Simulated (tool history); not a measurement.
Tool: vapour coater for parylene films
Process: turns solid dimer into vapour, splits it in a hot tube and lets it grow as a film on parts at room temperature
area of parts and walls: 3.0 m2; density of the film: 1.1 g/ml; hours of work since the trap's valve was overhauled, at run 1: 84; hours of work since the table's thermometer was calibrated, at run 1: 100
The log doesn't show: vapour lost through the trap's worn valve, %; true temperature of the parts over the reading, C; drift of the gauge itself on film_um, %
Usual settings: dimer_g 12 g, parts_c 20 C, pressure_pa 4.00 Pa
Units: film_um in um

| run | day | dimer_g | parts_c | pressure_pa | hours of work since the trap's valve was overhauled | hours of work since the table's thermometer was calibrated | film_um |
|---|---|---|---|---|---|---|---|
| 1 | 0.000 | 12 | 20 | 4.00 | 84 | 100 | 2.00 |
| 2 | 0.733 | 12 | 20 | 4.00 | 92 | 108 | 1.99 |
| 3 | 1.592 | 12 | 20 | 4.00 | 102 | 118 | 1.98 |
| 4 | 2.504 | 12 | 20 | 4.00 | 112 | 128 | 1.98 |
| 5 | 3.017 | 12 | 20 | 4.00 | 118 | 134 | 1.97 |
| 6 | 3.712 | 12 | 26 | 4.00 | 125 | 141 | 1.62 |
| 7 | 4.571 | 12 | 26 | 4.00 | 135 | 151 | 1.62 |
| 8 | 5.525 | 6 | 20 | 2.12 | 145 | 161 | 1.02 |
| 9 | 6.138 | 6 | 20 | 10.69 | 152 | 168 | 0.92 |
| 10 | 7.033 | 17 | 23 | 4.00 | 162 | 178 | 2.48 |
| 11 | 7.867 | 12 | 23 | 8.60 | 171 | 187 | 1.70 |
| 12 | 8.692 | 12 | 23 | 8.60 | 180 | 196 | 1.67 |
| 13 | 9.321 | 19 | 17 | 4.18 | 187 | 203 | 3.30 |

5 ways to go on from here, each from the tool as it stands after run 13. What would each give?
| A | 10.008 | 13 | 28 | 6.55 | 195 | 211 | ? |
| B | 10.008 | 12 | 17 | 4.18 | 195 | 211 | ? |
| C | 10.008 | 16 | 15 | 4.18 | 195 | 211 | ? |
| D | 10.008 | 12 | 18 | 4.00 | 195 | 211 | ? |
| E | 10.008 | 17 | 17 | 5.45 | 195 | 211 | ? |

| run | film_um |
|---|---|
| A | 1.57 |
| B | 2.07 |
| C | 2.95 |
| D | 2.02 |
| E | 2.89 |
Without the tool's hidden state the same runs would have given:
| run | film_um |
|---|---|
| A | 1.73 |
| B | 2.28 |
| C | 3.25 |
| D | 2.22 |
| E | 3.18 |
